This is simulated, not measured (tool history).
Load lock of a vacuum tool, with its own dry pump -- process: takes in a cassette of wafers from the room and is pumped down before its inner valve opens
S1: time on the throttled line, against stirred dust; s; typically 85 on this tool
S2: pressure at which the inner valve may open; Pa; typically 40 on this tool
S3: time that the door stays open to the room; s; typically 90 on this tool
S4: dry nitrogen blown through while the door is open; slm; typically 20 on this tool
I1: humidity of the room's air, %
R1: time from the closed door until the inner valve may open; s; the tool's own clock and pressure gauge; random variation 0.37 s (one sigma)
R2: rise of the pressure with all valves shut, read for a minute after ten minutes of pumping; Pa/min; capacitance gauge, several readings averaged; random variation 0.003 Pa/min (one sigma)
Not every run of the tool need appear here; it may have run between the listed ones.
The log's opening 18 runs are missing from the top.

run,day,S1,S2,S3,S4,I1,R1,R2
19,360.650,85,40,90,20,41.2,127.1,0.198
20,380.575,85,40,70,23,44.6,126.3,0.208
21,394.233,85,40,90,6,45.1,127.1,0.234
22,410.971,85,30,90,22,45.9,128.8,0.219
23,430.775,85,30,90,22,45.5,128.8,0.236
24,454.979,165,30,176,20,46.5,195.3,0.273
# day 466.067: door's seal changed, seat wiped
25,470.158,119,40,90,9,44.8,155.2,0.049
26,492.962,85,40,53,6,42.6,127.7,0.041
27,516.046,85,40,53,6,45.0,128.2,0.051
28,529.575,85,40,238,32,44.1,128.7,0.063
29,551.900,50,40,84,5,45.2,99.8,0.073
30,565.738,50,31,90,20,46.7,101.9,0.051
31,589.446,75,43,28,5,44.4,119.5,0.054
32,614.792,79,41,90,20,44.1,124.2,0.067
33,635.179,79,41,90,20,44.6,123.4,0.071
34,656.138,79,41,90,20,45.3,123.9,0.075
35,677.904,85,44,90,6,44.4,129.3,0.096
36,692.512,109,44,90,6,44.1,148.8,0.103

Predict each of these 5 candidate next runs independently; none follows another, all start after run 36:
A,714.021,109,59,90,7,44.0,?,?
B,714.021,158,44,90,5,47.1,?,?
C,714.021,89,40,90,40,45.2,?,?
D,714.021,79,34,70,6,46.7,?,?
E,714.021,85,34,36,20,45.4,?,?

run,R1,R2
A,146.3,0.112
B,188.9,0.119
C,133.0,0.088
D,127.1,0.109
E,131.0,0.080
Without the tool's hidden state the same runs would have given:
run,R1,R2
A,142.8,0.057
B,185.8,0.064
C,128.8,0.033
D,122.5,0.054
E,126.6,0.025
